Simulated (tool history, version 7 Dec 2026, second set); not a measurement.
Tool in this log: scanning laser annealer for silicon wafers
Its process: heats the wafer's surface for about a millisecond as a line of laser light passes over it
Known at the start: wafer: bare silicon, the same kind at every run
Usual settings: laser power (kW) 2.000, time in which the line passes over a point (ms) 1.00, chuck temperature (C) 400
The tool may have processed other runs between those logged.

| run | hour | laser power (kW) | time in which the line passes over a point (ms) | chuck temperature (C) | highest temperature of the surface (C) |
|---|---|---|---|---|---|
| 1 | 0.0 | 2.000 | 1.00 | 400 | 1133 |
| 2 | 11.1 | 2.000 | 1.00 | 400 | 1130 |
| 3 | 25.9 | 2.000 | 1.00 | 400 | 1128 |
| 4 | 38.2 | 2.000 | 1.00 | 400 | 1130 |
| 5 | 62.8 | 2.143 | 1.00 | 400 | 1195 |
| 6 | 76.6 | 2.025 | 1.00 | 400 | 1137 |
| 7 | 89.3 | 2.000 | 0.97 | 400 | 1120 |
| 8 | 104.5 | 2.000 | 1.00 | 438 | 1169 |
| 9 | 122.8 | 2.000 | 1.00 | 438 | 1166 |
| 10 | 144.5 | 2.000 | 1.00 | 400 | 1132 |
| 11 | 162.4 | 2.000 | 1.00 | 400 | 1133 |
| 12 | 182.9 | 2.000 | 1.00 | 400 | 1130 |
| 13 | 197.3 | 2.000 | 0.87 | 400 | 1080 |
| 14 | 210.4 | 2.000 | 1.00 | 400 | 1133 |
| 15 | 232.1 | 1.843 | 1.00 | 400 | 1064 |
| 16 | 254.6 | 1.843 | 1.00 | 400 | 1067 |
| 17 | 275.2 | 1.843 | 1.00 | 400 | 1066 |
| 18 | 294.6 | 1.843 | 1.00 | 400 | 1067 |
| 19 | 313.7 | 2.000 | 1.19 | 400 | 1197 |
| 20 | 330.2 | 2.000 | 1.00 | 430 | 1158 |
| 21 | 343.6 | 2.000 | 1.00 | 373 | 1102 |
| 22 | 355.2 | 1.768 | 1.00 | 398 | 1032 |
| 23 | 376.7 | 1.768 | 1.00 | 398 | 1033 |
| 24 | 392.6 | 1.768 | 1.00 | 398 | 1029 |
| 25 | 414.4 | 1.930 | 1.12 | 391 | 1130 |
| 26 | 424.5 | 2.170 | 0.79 | 427 | 1143 |
| 27 | 441.3 | 2.060 | 1.06 | 427 | 1208 |
| 28 | 454.2 | 2.103 | 1.06 | 404 | 1205 |
| 29 | 464.0 | 2.103 | 1.09 | 370 | 1181 |
| 30 | 481.4 | 1.997 | 0.84 | 381 | 1050 |
| 31 | 496.0 | 1.872 | 1.08 | 400 | 1105 |
| 32 | 505.1 | 1.872 | 1.08 | 400 | 1104 |
| 33 | 523.0 | 1.872 | 1.08 | 400 | 1104 |
| 34 | 543.9 | 1.821 | 1.00 | 429 | 1085 |
| 35 | 564.2 | 1.857 | 1.00 | 400 | 1071 |
| 36 | 585.2 | 2.107 | 1.00 | 361 | 1139 |
| 37 | 596.1 | 2.107 | 1.00 | 361 | 1140 |
| 38 | 612.7 | 2.107 | 1.00 | 361 | 1137 |
| 39 | 628.6 | 2.116 | 0.86 | 423 | 1146 |
| 40 | 638.1 | 2.116 | 1.05 | 430 | 1230 |

Between the runs listed above, the log contained 2 entries, not reproduced here. Where in the sequence does each belong, and how does what the log doesn't record of the tool's condition differ from the listed run before to the listed run after?
Logged between run 4 and run 5: window over the wafer cleaned (hour 57.4)
  light that passes the window, % of a clean one's: 99.97 -> 100
Logged between run 32 and run 33: optics aligned, line set to its width (hour 515.8)
  width of the line over the set one, %: 0.04 -> 0
